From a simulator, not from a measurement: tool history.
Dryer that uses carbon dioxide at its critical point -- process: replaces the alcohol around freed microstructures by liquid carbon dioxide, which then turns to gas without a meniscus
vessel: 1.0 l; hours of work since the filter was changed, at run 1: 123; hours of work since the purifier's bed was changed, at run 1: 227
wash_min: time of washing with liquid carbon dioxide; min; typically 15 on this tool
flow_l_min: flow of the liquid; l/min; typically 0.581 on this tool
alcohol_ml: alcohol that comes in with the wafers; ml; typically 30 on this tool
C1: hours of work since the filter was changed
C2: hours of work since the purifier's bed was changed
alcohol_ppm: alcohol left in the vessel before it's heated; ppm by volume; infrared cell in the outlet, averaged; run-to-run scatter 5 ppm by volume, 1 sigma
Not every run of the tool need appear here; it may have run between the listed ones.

{"run": 1, "hour": 0.0, "wash_min": 15, "flow_l_min": 0.581, "alcohol_ml": 30, "C1": 123, "C2": 227, "alcohol_ppm": 65}
{"run": 2, "hour": 31.8, "wash_min": 15, "flow_l_min": 0.581, "alcohol_ml": 32, "C1": 133, "C2": 237, "alcohol_ppm": 88}
{"run": 3, "hour": 90.6, "wash_min": 15, "flow_l_min": 0.637, "alcohol_ml": 30, "C1": 152, "C2": 255, "alcohol_ppm": 66}
{"run": 4, "hour": 126.5, "wash_min": 15, "flow_l_min": 0.637, "alcohol_ml": 30, "C1": 163, "C2": 266, "alcohol_ppm": 70}
{"run": 5, "hour": 185.7, "wash_min": 15, "flow_l_min": 0.581, "alcohol_ml": 30, "C1": 181, "C2": 285, "alcohol_ppm": 89}
{"run": 6, "hour": 213.2, "wash_min": 15, "flow_l_min": 0.568, "alcohol_ml": 30, "C1": 190, "C2": 293, "alcohol_ppm": 95}
{"run": 7, "hour": 268.9, "wash_min": 15, "flow_l_min": 0.568, "alcohol_ml": 30, "C1": 207, "C2": 311, "alcohol_ppm": 85}
{"run": 8, "hour": 325.5, "wash_min": 15, "flow_l_min": 0.77, "alcohol_ml": 30, "C1": 225, "C2": 328, "alcohol_ppm": 78}
{"run": 9, "hour": 360.1, "wash_min": 15, "flow_l_min": 0.581, "alcohol_ml": 30, "C1": 236, "C2": 339, "alcohol_ppm": 102}
{"run": 10, "hour": 400.1, "wash_min": 15, "flow_l_min": 0.581, "alcohol_ml": 47, "C1": 248, "C2": 351, "alcohol_ppm": 103}
{"run": 11, "hour": 448.2, "wash_min": 15, "flow_l_min": 0.581, "alcohol_ml": 47, "C1": 263, "C2": 366, "alcohol_ppm": 122}
{"run": 12, "hour": 484.3, "wash_min": 15, "flow_l_min": 0.581, "alcohol_ml": 47, "C1": 274, "C2": 378, "alcohol_ppm": 131}
{"run": 13, "hour": 539.0, "wash_min": 15, "flow_l_min": 0.581, "alcohol_ml": 30, "C1": 291, "C2": 395, "alcohol_ppm": 99}
{"run": 14, "hour": 597.5, "wash_min": 15, "flow_l_min": 0.581, "alcohol_ml": 30, "C1": 310, "C2": 413, "alcohol_ppm": 115}
{"run": 15, "hour": 649.9, "wash_min": 15, "flow_l_min": 0.581, "alcohol_ml": 24, "C1": 326, "C2": 429, "alcohol_ppm": 106}
{"hour": 665.7, "done": "inlet filter changed"}
{"run": 16, "hour": 703.0, "wash_min": 15, "flow_l_min": 0.581, "alcohol_ml": 24, "C1": 12, "C2": 446, "alcohol_ppm": 116}
{"run": 17, "hour": 746.2, "wash_min": 9, "flow_l_min": 0.943, "alcohol_ml": 51, "C1": 25, "C2": 459, "alcohol_ppm": 132}
{"run": 18, "hour": 781.7, "wash_min": 9, "flow_l_min": 0.625, "alcohol_ml": 51, "C1": 36, "C2": 470, "alcohol_ppm": 437}
{"run": 19, "hour": 807.7, "wash_min": 15, "flow_l_min": 0.449, "alcohol_ml": 30, "C1": 44, "C2": 478, "alcohol_ppm": 188}
{"run": 20, "hour": 846.1, "wash_min": 9, "flow_l_min": 0.565, "alcohol_ml": 30, "C1": 56, "C2": 490, "alcohol_ppm": 435}
{"run": 21, "hour": 882.3, "wash_min": 9, "flow_l_min": 0.565, "alcohol_ml": 30, "C1": 67, "C2": 501, "alcohol_ppm": 448}
{"run": 22, "hour": 908.2, "wash_min": 9, "flow_l_min": 0.379, "alcohol_ml": 73, "C1": 76, "C2": 509, "alcohol_ppm": 3672}
{"run": 23, "hour": 956.6, "wash_min": 9, "flow_l_min": 0.379, "alcohol_ml": 73, "C1": 91, "C2": 525, "alcohol_ppm": 3825}
{"run": 24, "hour": 995.0, "wash_min": 9, "flow_l_min": 0.379, "alcohol_ml": 73, "C1": 103, "C2": 537, "alcohol_ppm": 3808}
{"run": 25, "hour": 1022.7, "wash_min": 15, "flow_l_min": 0.727, "alcohol_ml": 30, "C1": 111, "C2": 545, "alcohol_ppm": 117}
{"run": 26, "hour": 1048.2, "wash_min": 22, "flow_l_min": 0.758, "alcohol_ml": 30, "C1": 119, "C2": 553, "alcohol_ppm": 123}
{"run": 27, "hour": 1107.6, "wash_min": 22, "flow_l_min": 0.758, "alcohol_ml": 30, "C1": 138, "C2": 572, "alcohol_ppm": 128}
{"run": 28, "hour": 1163.6, "wash_min": 11, "flow_l_min": 0.614, "alcohol_ml": 104, "C1": 155, "C2": 589, "alcohol_ppm": 430}
{"run": 29, "hour": 1190.2, "wash_min": 10, "flow_l_min": 0.371, "alcohol_ml": 42, "C1": 163, "C2": 597, "alcohol_ppm": 1813}

Branching from run 29: 5 alternative next runs. What would each branch give?
{"run": "A", "hour": 1216.2, "wash_min": 12, "flow_l_min": 0.63, "alcohol_ml": 55, "C1": 172, "C2": 605, "alcohol_ppm": "?"}
{"run": "B", "hour": 1216.2, "wash_min": 16, "flow_l_min": 0.428, "alcohol_ml": 42, "C1": 172, "C2": 605, "alcohol_ppm": "?"}
{"run": "C", "hour": 1216.2, "wash_min": 15, "flow_l_min": 0.826, "alcohol_ml": 30, "C1": 172, "C2": 605, "alcohol_ppm": "?"}
{"run": "D", "hour": 1216.2, "wash_min": 12, "flow_l_min": 0.405, "alcohol_ml": 45, "C1": 172, "C2": 605, "alcohol_ppm": "?"}
{"run": "E", "hour": 1216.2, "wash_min": 20, "flow_l_min": 0.371, "alcohol_ml": 42, "C1": 172, "C2": 605, "alcohol_ppm": "?"}

run=A alcohol_ppm=211
run=B alcohol_ppm=241
run=C alcohol_ppm=131
run=D alcohol_ppm=819
run=E alcohol_ppm=189
Stripped of hidden state, with their random variation kept, the same runs would have yielded:
run=A alcohol_ppm=66
run=B alcohol_ppm=89
run=C alcohol_ppm=6
run=D alcohol_ppm=579
run=E alcohol_ppm=48

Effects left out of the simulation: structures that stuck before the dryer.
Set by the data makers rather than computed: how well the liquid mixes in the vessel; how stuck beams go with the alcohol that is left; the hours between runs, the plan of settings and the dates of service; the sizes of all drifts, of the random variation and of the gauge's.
